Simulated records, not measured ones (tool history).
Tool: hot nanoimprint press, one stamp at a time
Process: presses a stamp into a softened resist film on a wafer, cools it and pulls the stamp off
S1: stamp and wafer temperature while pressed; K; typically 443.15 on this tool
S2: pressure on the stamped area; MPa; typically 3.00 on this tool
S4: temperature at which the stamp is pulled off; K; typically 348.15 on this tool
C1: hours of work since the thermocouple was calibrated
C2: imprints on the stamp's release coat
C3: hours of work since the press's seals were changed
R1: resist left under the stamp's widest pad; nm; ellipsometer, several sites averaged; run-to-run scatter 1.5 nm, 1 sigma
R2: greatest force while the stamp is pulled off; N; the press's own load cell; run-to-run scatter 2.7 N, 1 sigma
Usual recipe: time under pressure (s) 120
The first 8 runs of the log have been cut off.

Run 9, hour 130.1: usual settings but S2 2.59 MPa; C1 149; C2 1018; C3 195. Result: R1 309.5 nm, R2 215 N.
Run 10, hour 142.1: usual settings but S2 2.59 MPa; C1 155; C2 1053; C3 201. Result: R1 314.1 nm, R2 216 N.
Run 11, hour 153.3: usual settings but S1 434.15 K, S2 2.59 MPa; C1 160; C2 1085; C3 206. Result: R1 374.0 nm, R2 216 N.
Run 12, hour 173.2: usual settings but S1 434.15 K, S2 2.59 MPa; C1 169; C2 1143; C3 215. Result: R1 374.8 nm, R2 214 N.
Run 13, hour 186.8: usual settings but S1 434.15 K, S2 2.59 MPa; C1 176; C2 1182; C3 222. Result: R1 373.2 nm, R2 216 N.
Run 14, hour 196.2: usual settings but S1 434.15 K, S2 2.59 MPa; C1 180; C2 1210; C3 226. Result: R1 373.6 nm, R2 216 N.
Run 15, hour 211.7: usual settings but S1 434.15 K, S2 2.59 MPa; C1 187; C2 1255; C3 233. Result: R1 374.0 nm, R2 225 N.
Run 16, hour 231.1: usual settings but S1 434.15 K, S2 2.59 MPa; C1 196; C2 1311; C3 243. Result: R1 370.3 nm, R2 218 N.
Run 17, hour 245.1: usual settings but S2 2.65 MPa, time under pressure (s) 217; C1 203; C2 1351; C3 249. Result: R1 262.6 nm, R2 224 N.
Run 18, hour 259.8: usual settings but S2 3.62 MPa, time under pressure (s) 217, S4 345.15 K; C1 210; C2 1394; C3 256. Result: R1 220.3 nm, R2 233 N.
At hour 264.1: plate thermocouple calibrated.
At hour 275.4: stamp cleaned and given a new release coat.
Run 19, hour 282.8: usual settings but S4 349.15 K; C1 6; C2 22; C3 262. Result: R1 290.9 nm, R2 188 N.
Run 20, hour 298.6: usual settings but S2 3.52 MPa, time under pressure (s) 186, S4 349.15 K; C1 13; C2 67; C3 270. Result: R1 236.8 nm, R2 192 N.
At hour 317.8: plate thermocouple calibrated, once more.
Run 21, hour 319.4: usual settings but S2 3.52 MPa, time under pressure (s) 186, S4 349.15 K; C1 1; C2 119; C3 278. Result: R1 232.3 nm, R2 185 N.
Run 22, hour 332.5: usual settings but S1 433.15 K, S2 3.24 MPa, S4 345.15 K; C1 7; C2 157; C3 284. Result: R1 347.1 nm, R2 199 N.
Run 23, hour 351.2: usual settings but S1 450.15 K, S2 2.25 MPa, time under pressure (s) 126, S4 342.15 K; C1 16; C2 211; C3 293. Result: R1 283.5 nm, R2 214 N.
Run 24, hour 366.5: usual settings but S1 450.15 K, S2 2.25 MPa, time under pressure (s) 126, S4 342.15 K; C1 23; C2 255; C3 300. Result: R1 280.2 nm, R2 217 N.

Run 25, settings as shown, results not yet in. Your forecast:
Run 25, hour 383.8: usual settings but S1 450.15 K, S2 2.25 MPa, time under pressure (s) 126, S4 342.15 K; C1 31; C2 305; C3 308. Result: R1 ?, R2 ?.

{"run 25": {"R1": 281.9, "R2": 218}}
With no hidden state in the tool, this same run would have given R1 277.4 nm, R2 208 N.
